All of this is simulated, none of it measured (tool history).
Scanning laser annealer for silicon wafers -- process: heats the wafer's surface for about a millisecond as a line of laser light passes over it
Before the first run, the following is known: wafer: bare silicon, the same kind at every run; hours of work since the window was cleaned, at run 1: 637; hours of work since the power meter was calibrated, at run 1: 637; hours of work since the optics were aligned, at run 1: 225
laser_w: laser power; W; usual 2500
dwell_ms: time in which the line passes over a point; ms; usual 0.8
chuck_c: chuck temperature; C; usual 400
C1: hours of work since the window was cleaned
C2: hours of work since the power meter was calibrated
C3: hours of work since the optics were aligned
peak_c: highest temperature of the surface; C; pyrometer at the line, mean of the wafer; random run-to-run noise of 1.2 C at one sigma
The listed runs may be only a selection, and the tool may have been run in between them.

Run 1, hour 0: usual settings; C1 637; C2 637; C3 225. Result: peak_c 1087 C.
Run 2, hour 27.2: usual settings but laser_w 2588 W; C1 653; C2 653; C3 241. Result: peak_c 1117 C.
Run 3, hour 45.4: usual settings but laser_w 2588 W; C1 663; C2 663; C3 251. Result: peak_c 1118 C.
Run 4, hour 86.2: usual settings but laser_w 2503 W; C1 687; C2 687; C3 275. Result: peak_c 1089 C.
Run 5, hour 126.6: usual settings but chuck_c 422 C; C1 710; C2 710; C3 298. Result: peak_c 1109 C.
Run 6, hour 156.4: usual settings but chuck_c 422 C; C1 727; C2 727; C3 315. Result: peak_c 1109 C.
Run 7, hour 173.5: usual settings but laser_w 2404 W, dwell_ms 0.829 ms; C1 737; C2 737; C3 324. Result: peak_c 1064 C.
At hour 180.2: laser's power meter calibrated.
Run 8, hour 204.7: usual settings but laser_w 2404 W, dwell_ms 0.829 ms; C1 753; C2 14; C3 341. Result: peak_c 1067 C.
Run 9, hour 229: usual settings but laser_w 2404 W, dwell_ms 0.683 ms, chuck_c 396 C; C1 767; C2 28; C3 355. Result: peak_c 1006 C.
At hour 259.7: laser's power meter calibrated, once more.
Run 10, hour 271.7: usual settings but laser_w 2635 W, chuck_c 407 C; C1 789; C2 7; C3 377. Result: peak_c 1135 C.
Run 11, hour 291.1: usual settings but laser_w 2635 W, chuck_c 407 C; C1 800; C2 18; C3 388. Result: peak_c 1137 C.
Run 12, hour 324.5: usual settings but laser_w 2635 W, chuck_c 407 C; C1 819; C2 37; C3 407. Result: peak_c 1136 C.

3 ways to go on from here, each from the tool as it stands after run 12. What would each give?
Run A, hour 363.7: usual settings but dwell_ms 0.703 ms, chuck_c 369 C; C1 842; C2 59; C3 430. Result: peak_c ?.
Run B, hour 363.7: usual settings but laser_w 2251 W, dwell_ms 0.564 ms, chuck_c 388 C; C1 842; C2 59; C3 430. Result: peak_c ?.
Run C, hour 363.7: usual settings but laser_w 2141 W, chuck_c 376 C; C1 842; C2 59; C3 430. Result: peak_c ?.

run  peak_c
  A    1015
  B     902
  C     941
With no hidden state in the tool, these same runs would have given:
run  peak_c
  A    1032
  B     916
  C     956
